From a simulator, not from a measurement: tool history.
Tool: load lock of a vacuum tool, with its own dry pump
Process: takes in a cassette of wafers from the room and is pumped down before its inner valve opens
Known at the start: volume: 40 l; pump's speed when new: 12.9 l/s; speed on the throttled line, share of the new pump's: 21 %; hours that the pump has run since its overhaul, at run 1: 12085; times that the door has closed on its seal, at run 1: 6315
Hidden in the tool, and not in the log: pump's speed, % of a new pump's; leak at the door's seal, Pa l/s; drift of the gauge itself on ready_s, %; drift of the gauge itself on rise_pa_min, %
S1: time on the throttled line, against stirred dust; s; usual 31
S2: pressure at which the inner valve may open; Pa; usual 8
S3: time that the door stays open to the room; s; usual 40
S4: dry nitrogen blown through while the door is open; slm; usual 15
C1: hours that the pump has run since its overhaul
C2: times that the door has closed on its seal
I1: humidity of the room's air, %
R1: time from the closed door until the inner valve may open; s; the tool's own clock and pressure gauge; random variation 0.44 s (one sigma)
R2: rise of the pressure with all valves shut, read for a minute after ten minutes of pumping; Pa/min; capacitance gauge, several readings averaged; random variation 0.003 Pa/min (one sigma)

{"run": 1, "hour": 0.0, "S1": 31, "S2": 8, "S3": 40, "S4": 15, "C1": 12085, "C2": 6315, "I1": 46.5, "R1": 53.9, "R2": 0.036}
{"run": 2, "hour": 350.0, "S1": 31, "S2": 8, "S3": 40, "S4": 15, "C1": 12435, "C2": 7574, "I1": 41.0, "R1": 53.6, "R2": 0.026}
{"run": 3, "hour": 697.3, "S1": 31, "S2": 10, "S3": 40, "S4": 15, "C1": 12782, "C2": 8824, "I1": 45.0, "R1": 53.2, "R2": 0.036}
{"run": 4, "hour": 941.3, "S1": 31, "S2": 10, "S3": 40, "S4": 15, "C1": 13026, "C2": 9702, "I1": 43.4, "R1": 53.2, "R2": 0.03}
{"run": 5, "hour": 1185.4, "S1": 31, "S2": 8, "S3": 40, "S4": 7, "C1": 13271, "C2": 10580, "I1": 43.0, "R1": 53.9, "R2": 0.038}
{"run": 6, "hour": 1595.3, "S1": 31, "S2": 8, "S3": 62, "S4": 15, "C1": 13680, "C2": 12055, "I1": 45.9, "R1": 53.7, "R2": 0.041}
{"run": 7, "hour": 1987.2, "S1": 31, "S2": 8, "S3": 40, "S4": 14, "C1": 14072, "C2": 13465, "I1": 42.8, "R1": 54.4, "R2": 0.031}
{"run": 8, "hour": 2385.6, "S1": 31, "S2": 8, "S3": 40, "S4": 15, "C1": 14471, "C2": 14898, "I1": 47.8, "R1": 54.0, "R2": 0.04}
{"run": 9, "hour": 2863.5, "S1": 31, "S2": 8, "S3": 40, "S4": 15, "C1": 14949, "C2": 16618, "I1": 45.2, "R1": 52.8, "R2": 0.025}
{"run": 10, "hour": 3110.5, "S1": 31, "S2": 8, "S3": 40, "S4": 15, "C1": 15196, "C2": 17506, "I1": 44.4, "R1": 54.2, "R2": 0.033}
{"run": 11, "hour": 3513.3, "S1": 31, "S2": 8, "S3": 40, "S4": 15, "C1": 15598, "C2": 18955, "I1": 48.1, "R1": 53.6, "R2": 0.035}
{"run": 12, "hour": 3794.8, "S1": 31, "S2": 8, "S3": 40, "S4": 15, "C1": 15880, "C2": 19968, "I1": 44.4, "R1": 54.2, "R2": 0.041}
{"run": 13, "hour": 4150.7, "S1": 31, "S2": 8, "S3": 40, "S4": 15, "C1": 16236, "C2": 21249, "I1": 45.0, "R1": 53.4, "R2": 0.037}
{"run": 14, "hour": 4510.4, "S1": 54, "S2": 8, "S3": 40, "S4": 15, "C1": 16595, "C2": 22543, "I1": 43.4, "R1": 73.1, "R2": 0.034}
{"run": 15, "hour": 4744.9, "S1": 54, "S2": 8, "S3": 40, "S4": 15, "C1": 16830, "C2": 23387, "I1": 43.1, "R1": 72.4, "R2": 0.038}
{"run": 16, "hour": 5222.7, "S1": 54, "S2": 8, "S3": 40, "S4": 15, "C1": 17308, "C2": 25106, "I1": 43.1, "R1": 72.8, "R2": 0.036}
{"hour": 5384.8, "done": "dry pump taken out, an overhauled one fitted"}
{"run": 17, "hour": 5573.7, "S1": 31, "S2": 8, "S3": 57, "S4": 15, "C1": 189, "C2": 26347, "I1": 45.0, "R1": 53.3, "R2": 0.041}
{"run": 18, "hour": 5946.8, "S1": 31, "S2": 15, "S3": 57, "S4": 9, "C1": 562, "C2": 27690, "I1": 48.2, "R1": 52.3, "R2": 0.046}
{"run": 19, "hour": 6200.3, "S1": 31, "S2": 15, "S3": 147, "S4": 22, "C1": 815, "C2": 28601, "I1": 44.3, "R1": 52.0, "R2": 0.052}
{"run": 20, "hour": 6537.4, "S1": 31, "S2": 15, "S3": 147, "S4": 15, "C1": 1153, "C2": 29815, "I1": 44.4, "R1": 51.3, "R2": 0.063}
{"run": 21, "hour": 6919.6, "S1": 31, "S2": 15, "S3": 147, "S4": 15, "C1": 1535, "C2": 31190, "I1": 47.0, "R1": 51.6, "R2": 0.066}
{"run": 22, "hour": 7405.6, "S1": 45, "S2": 12, "S3": 40, "S4": 36, "C1": 2021, "C2": 32938, "I1": 40.4, "R1": 64.1, "R2": 0.018}
{"run": 23, "hour": 7697.5, "S1": 30, "S2": 15, "S3": 67, "S4": 6, "C1": 2313, "C2": 33989, "I1": 45.1, "R1": 51.4, "R2": 0.055}
{"run": 24, "hour": 7963.5, "S1": 31, "S2": 14, "S3": 129, "S4": 15, "C1": 2579, "C2": 34946, "I1": 42.9, "R1": 52.3, "R2": 0.051}
{"run": 25, "hour": 8340.8, "S1": 52, "S2": 12, "S3": 40, "S4": 37, "C1": 2956, "C2": 36303, "I1": 46.5, "R1": 69.6, "R2": 0.031}
{"hour": 8457.8, "done": "door's seal changed, seat wiped"}
{"run": 26, "hour": 8600.1, "S1": 60, "S2": 9, "S3": 27, "S4": 22, "C1": 3214, "C2": 512, "I1": 45.7, "R1": 76.9, "R2": 0.024}
{"run": 27, "hour": 8878.5, "S1": 52, "S2": 9, "S3": 27, "S4": 22, "C1": 3492, "C2": 1513, "I1": 43.9, "R1": 69.6, "R2": 0.023}
{"run": 28, "hour": 9194.0, "S1": 52, "S2": 9, "S3": 27, "S4": 22, "C1": 3808, "C2": 2648, "I1": 47.7, "R1": 70.2, "R2": 0.029}
{"run": 29, "hour": 9484.2, "S1": 52, "S2": 9, "S3": 27, "S4": 22, "C1": 4098, "C2": 3693, "I1": 43.1, "R1": 69.7, "R2": 0.024}
{"run": 30, "hour": 9902.0, "S1": 52, "S2": 9, "S3": 27, "S4": 22, "C1": 4516, "C2": 5196, "I1": 40.0, "R1": 69.9, "R2": 0.024}
{"run": 31, "hour": 10244.8, "S1": 31, "S2": 8, "S3": 145, "S4": 5, "C1": 4858, "C2": 6429, "I1": 45.3, "R1": 53.8, "R2": 0.075}

Forecast each of these 3 alternatives for the next run:
{"run": "A", "hour": 10581.7, "S1": 29, "S2": 12, "S3": 145, "S4": 37, "C1": 5195, "C2": 7641, "I1": 48.8, "R1": "?", "R2": "?"}
{"run": "B", "hour": 10581.7, "S1": 17, "S2": 8, "S3": 169, "S4": 5, "C1": 5195, "C2": 7641, "I1": 42.1, "R1": "?", "R2": "?"}
{"run": "C", "hour": 10581.7, "S1": 57, "S2": 13, "S3": 40, "S4": 9, "C1": 5195, "C2": 7641, "I1": 45.6, "R1": "?", "R2": "?"}

run=A R1=51.7 R2=0.040
run=B R1=43.2 R2=0.070
run=C R1=73.2 R2=0.036
Without the tool's hidden state the same runs would have given:
run=A R1=51.7 R2=0.040
run=B R1=43.2 R2=0.069
run=C R1=73.2 R2=0.035
